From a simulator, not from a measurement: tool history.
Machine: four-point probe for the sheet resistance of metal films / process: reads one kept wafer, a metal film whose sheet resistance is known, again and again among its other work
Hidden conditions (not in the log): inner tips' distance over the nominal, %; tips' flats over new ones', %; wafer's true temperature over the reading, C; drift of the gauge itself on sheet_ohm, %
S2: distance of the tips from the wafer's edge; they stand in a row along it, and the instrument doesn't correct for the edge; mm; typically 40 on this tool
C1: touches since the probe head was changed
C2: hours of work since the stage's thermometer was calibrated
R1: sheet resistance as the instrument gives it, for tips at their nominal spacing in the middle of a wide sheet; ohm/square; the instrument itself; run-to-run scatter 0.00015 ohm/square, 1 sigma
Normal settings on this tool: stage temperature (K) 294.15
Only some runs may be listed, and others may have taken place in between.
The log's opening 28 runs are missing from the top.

Run 29, hour 1118.5: usual settings but stage temperature (K) 297.15, S2 24 mm; C1 68614; C2 414. Result: R1 0.737293 ohm/square.
Run 30, hour 1148.6: usual settings but stage temperature (K) 307.15, S2 18 mm; C1 69917; C2 436. Result: R1 0.736458 ohm/square.
Run 31, hour 1184.4: usual settings but stage temperature (K) 304.15, S2 17 mm; C1 71471; C2 461. Result: R1 0.736975 ohm/square.
Run 32, hour 1223.3: usual settings but stage temperature (K) 295.15, S2 72 mm; C1 73154; C2 489. Result: R1 0.737372 ohm/square.
Run 33, hour 1269.2: usual settings but S2 3 mm; C1 75144; C2 522. Result: R1 0.779062 ohm/square.
Run 34, hour 1320.4: usual settings but S2 3 mm; C1 77360; C2 558. Result: R1 0.77918 ohm/square.
Run 35, hour 1346.5: usual settings but S2 3 mm; C1 78490; C2 577. Result: R1 0.77955 ohm/square.
Run 36, hour 1396.7: usual settings but stage temperature (K) 295.15, S2 4 mm; C1 80664; C2 613. Result: R1 0.761565 ohm/square.
Run 37, hour 1419.1: usual settings but stage temperature (K) 295.15, S2 4 mm; C1 81638; C2 629. Result: R1 0.76168 ohm/square.
Run 38, hour 1459.6: usual settings but stage temperature (K) 303.15, S2 20 mm; C1 83390; C2 658. Result: R1 0.737248 ohm/square.
Run 39, hour 1513: usual settings but S2 64 mm; C1 85705; C2 696. Result: R1 0.738181 ohm/square.
Run 40, hour 1561.9: usual settings but stage temperature (K) 296.15, S2 4 mm; C1 87820; C2 730. Result: R1 0.761502 ohm/square.
Run 41, hour 1597.7: usual settings but stage temperature (K) 296.15, S2 4 mm; C1 89373; C2 756. Result: R1 0.761503 ohm/square.
Run 42, hour 1628.2: usual settings but stage temperature (K) 306.15, S2 16 mm; C1 90695; C2 778. Result: R1 0.737749 ohm/square.
Run 43, hour 1665: usual settings but stage temperature (K) 306.15, S2 16 mm; C1 92288; C2 804. Result: R1 0.737658 ohm/square.
Run 44, hour 1707.7: usual settings but S2 25 mm; C1 94139; C2 834. Result: R1 0.738988 ohm/square.
Run 45, hour 1763.4: usual settings but stage temperature (K) 297.15, S2 13 mm; C1 96549; C2 874. Result: R1 0.739825 ohm/square.

What if the next run were any one of these 3? Each begins from the tool's condition after run 45:
Run A, hour 1804.1: usual settings but stage temperature (K) 304.15, S2 6 mm; C1 98313; C2 903. Result: R1 ?.
Run B, hour 1804.1: usual settings but stage temperature (K) 292.15, S2 11 mm; C1 98313; C2 903. Result: R1 ?.
Run C, hour 1804.1: usual settings but S2 56 mm; C1 98313; C2 903. Result: R1 ?.

run        R1
  A  0.747434
  B  0.742084
  C  0.738394
Without the tool's unlogged condition, the same runs would have read:
run        R1
  A  0.743631
  B  0.738297
  C  0.734625
